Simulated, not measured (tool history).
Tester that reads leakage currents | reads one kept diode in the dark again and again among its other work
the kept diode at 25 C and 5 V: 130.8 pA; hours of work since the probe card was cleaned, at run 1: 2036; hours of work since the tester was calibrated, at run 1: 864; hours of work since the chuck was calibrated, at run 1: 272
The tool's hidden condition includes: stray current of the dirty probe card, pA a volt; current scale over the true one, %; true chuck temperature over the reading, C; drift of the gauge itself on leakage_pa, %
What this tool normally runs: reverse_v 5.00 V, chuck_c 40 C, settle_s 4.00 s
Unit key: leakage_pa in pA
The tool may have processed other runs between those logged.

run	hour	reverse_v	chuck_c	settle_s	hours of work since the probe card was cleaned	hours of work since the tester was calibrated	hours of work since the chuck was calibrated	leakage_pa
1	0.0	5.00	40	4.00	2036	864	272	411.96
2	98.8	5.00	40	4.00	2107	936	344	413.14
3	147.4	5.00	40	4.00	2142	971	379	412.36
4	198.2	5.00	40	4.00	2179	1007	415	412.89
5	307.1	5.00	40	4.00	2257	1086	494	411.26
6	386.0	5.00	40	4.00	2314	1143	551	412.33
7	458.1	5.00	40	4.00	2366	1195	603	409.32
8	552.3	17.77	40	4.00	2434	1263	671	631.85
9	634.5	17.77	40	4.00	2493	1322	730	633.53
10	708.3	17.77	40	4.00	2547	1375	783	632.28
11	806.1	5.00	40	3.32	2617	1446	854	412.08
12	878.0	5.00	40	3.32	2669	1498	906	411.77
13	950.5	5.00	40	1.98	2721	1550	958	411.24
14	1030.1	5.00	40	1.98	2779	1607	1015	413.62
15	1084.2	5.00	40	4.00	2818	1646	1054	412.76
16	1173.5	5.00	40	4.00	2882	1711	1119	412.17
17	1219.6	9.97	40	4.00	2915	1744	1152	520.29
18	1317.7	9.97	40	4.00	2986	1815	1223	522.76
19	1402.4	9.97	40	4.00	3047	1876	1284	518.59
20	1492.2	9.97	40	4.00	3112	1941	1349	519.26
21	1553.1	16.72	24	9.54	3156	1985	1393	181.90
22	1603.6	2.04	24	9.54	3192	2021	1429	89.61
23	1715.2	5.00	53	8.01	3273	2102	1510	1017.70
24	1805.1	1.52	22	0.59	3338	2167	1574	69.81
25	1857.5	1.52	25	0.96	3376	2204	1612	87.98
26	1945.5	1.52	25	0.96	3439	2268	1676	88.16
27	1996.3	1.52	28	2.46	3476	2304	1712	111.21
28	2086.2	14.85	28	2.46	3541	2369	1777	241.80
29	2174.0	5.00	24	4.00	3604	2433	1841	122.00
30	2253.4	4.73	56	4.00	3661	2490	1898	1220.81
# hour 2273.0: chuck's temperature calibrated
31	2324.1	4.73	56	4.00	3711	2539	37	1216.40
32	2435.1	4.73	56	4.00	3791	2620	117	1221.00
33	2532.3	4.73	56	4.00	3861	2690	187	1220.24
34	2617.8	5.00	40	3.15	3923	2751	249	411.45
# hour 2635.0: probe card cleaned and baked
35	2722.6	2.97	31	0.96	63	2825	322	177.19
36	2790.9	2.97	31	0.96	112	2874	371	176.54
37	2855.5	2.29	23	0.56	159	2921	418	86.70

Difference, measured minus no-hidden-state, one row per run. Run-to-run variation is common to both terms; the gauge's own scatter need not be:
run	leakage_pa
1	-0.04
2	-0.07
3	-0.08
4	-0.09
5	-0.12
6	-0.14
7	-0.16
8	-0.03
9	-0.07
10	-0.09
11	-0.25
12	-0.27
13	-0.28
14	-0.31
15	-0.32
16	-0.34
17	-0.34
18	-0.36
19	-0.39
20	-0.43
21	+0.24
22	-0.08
23	-1.32
24	-0.08
25	-0.10
26	-0.12
27	-0.15
28	+0.05
29	-0.07
30	-2.02
31	-0.21
32	-0.30
33	-0.37
34	-0.02
35	-0.11
36	-0.12
37	-0.06
